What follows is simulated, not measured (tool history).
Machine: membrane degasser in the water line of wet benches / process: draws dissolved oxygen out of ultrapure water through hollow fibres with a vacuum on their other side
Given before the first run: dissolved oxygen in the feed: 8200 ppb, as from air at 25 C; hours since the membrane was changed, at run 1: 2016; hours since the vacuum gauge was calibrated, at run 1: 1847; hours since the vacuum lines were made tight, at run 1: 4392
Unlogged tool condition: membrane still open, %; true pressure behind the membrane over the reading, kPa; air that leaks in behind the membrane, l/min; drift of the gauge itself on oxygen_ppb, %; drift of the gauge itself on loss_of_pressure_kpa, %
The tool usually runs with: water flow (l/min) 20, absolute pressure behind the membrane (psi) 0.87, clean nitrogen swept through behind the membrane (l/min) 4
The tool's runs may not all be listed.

run	hour	water flow (l/min)	absolute pressure behind the membrane (psi)	clean nitrogen swept through behind the membrane (l/min)	hours since the membrane was changed	hours since the vacuum gauge was calibrated	hours since the vacuum lines were made tight	dissolved oxygen in the water behind the degasser (ppb)	pressure that the water loses in the fibres (psi)
1	0	20	0.87	4	2016	1847	4392	37	5.039
2	156	20	0.87	4	2172	2003	4548	36.4	4.999
3	250	20	1.405	4	2266	2097	4642	81	5.018
4	409.2	20	1.405	4	2425	2256	4801	81.7	5.043
5	523.3	20	1.405	4	2539	2371	4915	81.3	5.031
6	628.1	12	1.405	4	2644	2475	5020	49.1	3.017
7	752.6	20	1.062	4	2768	2600	5145	52	4.992
8	831.3	20	0.87	6	2847	2679	5223	25.9	5.028
9	958.7	20	0.87	6	2975	2806	5351	25	4.97
10	1033	20	0.87	7.42	3049	2880	5425	20.7	5.044
11	1154.5	20	0.87	7.42	3170	3002	5547	20.8	5.026
12	1232.9	20	0.87	2.24	3249	3080	5625	62.1	5.028
13	1378	20	0.528	4	3394	3225	5770	7.9	5.06
14	1513.5	20	0.87	4	3529	3361	5906	36.4	5.031
15	1582	20	0.87	4	3598	3429	5974	36.5	5.04
16	1674.6	20	0.87	4	3690	3522	6067	37.4	5.036
17	1748.2	18	0.87	2.82	3764	3595	6140	43.9	4.53
18	1861.7	18	0.87	2.82	3878	3709	6254	45.4	4.518
19	1949.9	21	1.141	1.64	3966	3797	6342	139.3	5.314
20	2059.8	20	1.186	1.64	4076	3907	6452	143.6	5.011
21	2134.4	13	1.619	2.1	4150	3982	6526	119.3	3.268
22	2235.8	13	1.619	2.1	4252	4083	6628	117.4	3.234
23	2348.8	13	1.619	2.1	4365	4196	6741	117.7	3.266
24	2479.8	13	1.619	2.1	4496	4327	6872	117.8	3.314
25	2585.7	15	0.87	6.15	4602	4433	6978	17.1	3.756
26	2672.3	22	1.427	6.15	4688	4520	7064	61	5.478
# hour 2807.4: seals of the vacuum lines changed
27	2807.4	13	1.427	4.71	4821	4653	0	45.6	3.274
28	2940.9	20	1.7	2.9	4955	4786	134	141.6	5.036
29	3034.5	14	1.217	8.87	5048	4880	227	20.8	3.53
30	3129.5	20	0.535	4.26	5143	4975	322	8.2	5.002
31	3280.8	20	0.535	4.26	5295	5126	473	8.5	5.042
32	3436.3	14	1.223	3.69	5450	5282	629	49.4	3.491

Across each entry between runs, compare the hidden state at the last listed run before it with the hidden state at the first listed run after it:
Runs 26 to 27: seals of the vacuum lines changed (hour 2807.4)
  air that leaks in behind the membrane, l/min: 0.0022 -> 0.002
